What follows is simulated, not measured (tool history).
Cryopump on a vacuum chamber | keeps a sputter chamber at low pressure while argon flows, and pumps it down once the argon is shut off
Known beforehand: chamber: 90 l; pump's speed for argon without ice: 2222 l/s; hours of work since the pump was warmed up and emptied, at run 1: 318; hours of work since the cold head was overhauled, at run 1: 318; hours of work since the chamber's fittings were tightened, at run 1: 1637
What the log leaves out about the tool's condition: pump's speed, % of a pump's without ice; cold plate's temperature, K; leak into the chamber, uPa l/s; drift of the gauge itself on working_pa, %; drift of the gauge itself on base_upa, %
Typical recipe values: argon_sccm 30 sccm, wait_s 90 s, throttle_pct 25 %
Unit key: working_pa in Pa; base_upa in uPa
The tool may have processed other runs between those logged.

run,day,argon_sccm,wait_s,throttle_pct,hours of work since the pump was warmed up and emptied,hours of work since the cold head was overhauled,hours of work since the chamber's fittings were tightened,working_pa,base_upa
1,0.000,30,90,25,318,318,1637,0.0940,1.68
2,0.792,30,90,25,326,326,1646,0.0929,1.66
3,1.688,30,90,25,336,336,1655,0.0932,1.74
4,2.571,30,90,25,345,345,1664,0.0932,1.69
5,3.375,30,90,25,354,354,1673,0.0930,1.69
6,4.238,30,90,25,363,363,1682,0.0939,1.74
7,5.150,30,90,25,372,372,1692,0.0939,1.71
8,5.788,30,90,25,379,379,1698,0.0923,1.71
9,6.508,30,90,25,387,387,1706,0.0941,1.78
10,7.008,30,90,25,392,392,1711,0.0938,1.73
11,8.058,30,90,25,403,403,1722,0.0938,1.76
12,8.538,30,90,25,408,408,1727,0.0939,1.80
13,9.529,30,90,25,419,419,1738,0.0937,1.81
14,10.000,30,90,22,424,424,1743,0.1065,1.75
15,10.575,16,90,22,430,430,1749,0.0564,1.74
16,11.350,16,90,22,438,438,1757,0.0574,1.72
17,12.167,16,90,22,446,446,1766,0.0575,1.80
18,12.962,16,90,22,455,455,1774,0.0568,1.82
19,13.450,16,69,32,460,460,1779,0.0394,1.98
20,14.171,16,69,32,468,468,1787,0.0385,2.03
21,14.771,14,30,50,474,474,1793,0.0230,3.06
22,15.425,14,30,50,481,481,1800,0.0237,3.02
23,15.858,14,30,50,485,485,1805,0.0232,3.10
24,16.471,31,36,34,492,492,1811,0.0722,2.71
25,17.158,20,90,25,499,499,1818,0.0629,1.80
26,18.175,20,25,26,510,510,1829,0.0608,3.47
27,19.217,28,47,25,521,521,1840,0.0885,2.43
28,20.133,28,47,25,531,531,1850,0.0870,2.47
29,20.971,28,47,25,539,539,1858,0.0885,2.42
30,21.467,48,47,25,545,545,1864,0.1532,2.43
31,21.967,48,232,29,550,550,1869,0.1309,1.49

Run 32, settings as shown, results not yet in. Your forecast:
32,22.658,30,44,21,557,557,1876,?,?

working_pa: 0.1131 Pa
base_upa: 2.50 uPa
Minus the tool's unlogged condition, the same run would have read working_pa 0.1095 Pa, base_upa 1.39 uPa.

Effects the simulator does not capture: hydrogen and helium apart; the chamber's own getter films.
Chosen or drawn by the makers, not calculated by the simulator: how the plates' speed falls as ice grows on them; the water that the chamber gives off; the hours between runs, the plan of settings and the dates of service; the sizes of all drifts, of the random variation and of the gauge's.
